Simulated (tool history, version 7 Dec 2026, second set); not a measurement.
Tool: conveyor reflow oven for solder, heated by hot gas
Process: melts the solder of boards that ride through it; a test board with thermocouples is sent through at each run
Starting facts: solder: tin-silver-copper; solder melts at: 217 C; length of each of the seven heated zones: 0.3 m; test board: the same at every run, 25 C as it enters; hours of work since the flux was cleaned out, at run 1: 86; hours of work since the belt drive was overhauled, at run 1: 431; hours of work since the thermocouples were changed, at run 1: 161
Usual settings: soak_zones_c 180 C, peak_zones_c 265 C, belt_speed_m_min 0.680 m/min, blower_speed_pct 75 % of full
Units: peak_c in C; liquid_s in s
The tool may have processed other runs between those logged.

| run | hour | soak_zones_c | peak_zones_c | belt_speed_m_min | blower_speed_pct | hours of work since the flux was cleaned out | hours of work since the belt drive was overhauled | hours of work since the thermocouples were changed | peak_c | liquid_s |
|---|---|---|---|---|---|---|---|---|---|---|
| 1 | 0.0 | 180 | 265 | 0.680 | 75 | 86 | 431 | 161 | 248.45 | 39.22 |
| 2 | 24.1 | 180 | 265 | 0.680 | 75 | 105 | 450 | 180 | 248.34 | 39.06 |
| 3 | 44.3 | 180 | 265 | 0.680 | 75 | 121 | 466 | 196 | 248.35 | 38.94 |
| 4 | 60.8 | 180 | 265 | 0.680 | 75 | 134 | 479 | 209 | 248.12 | 39.03 |
| 5 | 79.6 | 180 | 265 | 0.680 | 75 | 148 | 493 | 224 | 247.94 | 38.98 |
| 6 | 92.3 | 180 | 265 | 0.680 | 75 | 158 | 503 | 234 | 248.01 | 38.90 |
| 7 | 115.5 | 194 | 265 | 0.680 | 75 | 176 | 522 | 252 | 250.55 | 44.73 |
| 8 | 129.3 | 194 | 265 | 0.680 | 75 | 187 | 532 | 263 | 250.54 | 44.77 |
| 9 | 140.0 | 194 | 265 | 0.680 | 75 | 196 | 541 | 271 | 250.37 | 44.73 |
|  | 162.2 | flux residue cleaned out of gas plates and filters |
| 10 | 162.5 | 179 | 265 | 0.680 | 75 | 0 | 554 | 285 | 248.68 | 39.28 |
| 11 | 181.0 | 179 | 265 | 0.680 | 75 | 15 | 569 | 299 | 248.62 | 39.15 |
| 12 | 194.5 | 175 | 265 | 0.680 | 75 | 25 | 579 | 310 | 247.85 | 37.71 |
| 13 | 207.2 | 180 | 265 | 0.680 | 75 | 35 | 589 | 320 | 248.81 | 39.37 |
| 14 | 227.2 | 180 | 265 | 0.680 | 75 | 51 | 605 | 336 | 248.59 | 39.40 |
| 15 | 243.1 | 186 | 271 | 0.670 | 81 | 63 | 618 | 348 | 256.17 | 45.57 |
|  | 248.9 | belt drive overhauled, speed set with a stopwatch |
| 16 | 259.2 | 170 | 254 | 0.692 | 81 | 73 | 8 | 357 | 238.09 | 29.84 |
| 17 | 274.5 | 167 | 260 | 0.678 | 58 | 85 | 20 | 369 | 237.37 | 27.77 |
| 18 | 286.7 | 170 | 258 | 0.680 | 85 | 94 | 30 | 379 | 242.51 | 33.89 |
| 19 | 296.8 | 170 | 258 | 0.680 | 85 | 102 | 38 | 387 | 242.62 | 33.85 |
| 20 | 319.3 | 166 | 260 | 0.559 | 75 | 120 | 55 | 405 | 247.13 | 44.52 |
| 21 | 337.4 | 190 | 264 | 0.753 | 50 | 134 | 69 | 419 | 239.28 | 30.61 |
| 22 | 350.8 | 185 | 265 | 0.696 | 61 | 145 | 80 | 429 | 245.21 | 37.11 |
| 23 | 368.2 | 190 | 270 | 0.680 | 75 | 158 | 93 | 443 | 254.09 | 45.37 |
| 24 | 389.2 | 190 | 270 | 0.680 | 75 | 175 | 110 | 459 | 253.97 | 45.23 |
|  | 394.9 | belt drive overhauled, speed set with a stopwatch, once more |
| 25 | 409.1 | 180 | 265 | 0.664 | 55 | 187 | 11 | 472 | 243.07 | 35.24 |
| 26 | 425.7 | 184 | 265 | 0.742 | 55 | 200 | 24 | 485 | 239.84 | 29.50 |
|  | 440.8 | flux residue cleaned out of gas plates and filters |
| 27 | 440.8 | 180 | 265 | 0.680 | 55 | 0 | 32 | 493 | 243.07 | 34.34 |
| 28 | 452.8 | 180 | 265 | 0.680 | 55 | 9 | 41 | 502 | 242.88 | 34.34 |

Take each entry between the runs: how does the hidden state at the last listed run before it differ from the hidden state at the first listed run after it?
In the gap between runs 9 and 10: flux residue cleaned out of gas plates and filters (hour 162.2)
  heat that the gas passes to the board, % of a clean oven's: 95.6 -> 99.8; belt's true speed, % of the reading: 99.18 -> 99.16; true gas temperature in zones 6 and 7 over the reading, C: -1.01 -> -1.03
  measured value less the no-hidden-state value, peak_c: -1.62 -> -0.68 C; liquid_s: -0.53 -> +0.03 s
In the gap between runs 15 and 16: belt drive overhauled, speed set with a stopwatch (hour 248.9)
  heat that the gas passes to the board, % of a clean oven's: 98.3 -> 98.1; belt's true speed, % of the reading: 99.06 -> 98.65; true gas temperature in zones 6 and 7 over the reading, C: -1.13 -> -1.14
  measured value less the no-hidden-state value, peak_c: -1.13 -> -1.07 C; liquid_s: -0.04 -> -0.41 s
In the gap between runs 24 and 25: belt drive overhauled, speed set with a stopwatch, once more (hour 394.9)
  heat that the gas passes to the board, % of a clean oven's: 96 -> 95.7; belt's true speed, % of the reading: 98.47 -> 99.94; true gas temperature in zones 6 and 7 over the reading, C: -1.29 -> -1.31
  measured value less the no-hidden-state value, peak_c: -1.64 -> -2.06 C; liquid_s: -0.08 -> -1.61 s
In the gap between runs 26 and 27: flux residue cleaned out of gas plates and filters (hour 440.8)
  heat that the gas passes to the board, % of a clean oven's: 95.4 -> 98.9; belt's true speed, % of the reading: 99.92 -> 99.9; true gas temperature in zones 6 and 7 over the reading, C: -1.33 -> -1.34
  measured value less the no-hidden-state value, peak_c: -2.20 -> -1.29 C; liquid_s: -1.77 -> -0.88 s

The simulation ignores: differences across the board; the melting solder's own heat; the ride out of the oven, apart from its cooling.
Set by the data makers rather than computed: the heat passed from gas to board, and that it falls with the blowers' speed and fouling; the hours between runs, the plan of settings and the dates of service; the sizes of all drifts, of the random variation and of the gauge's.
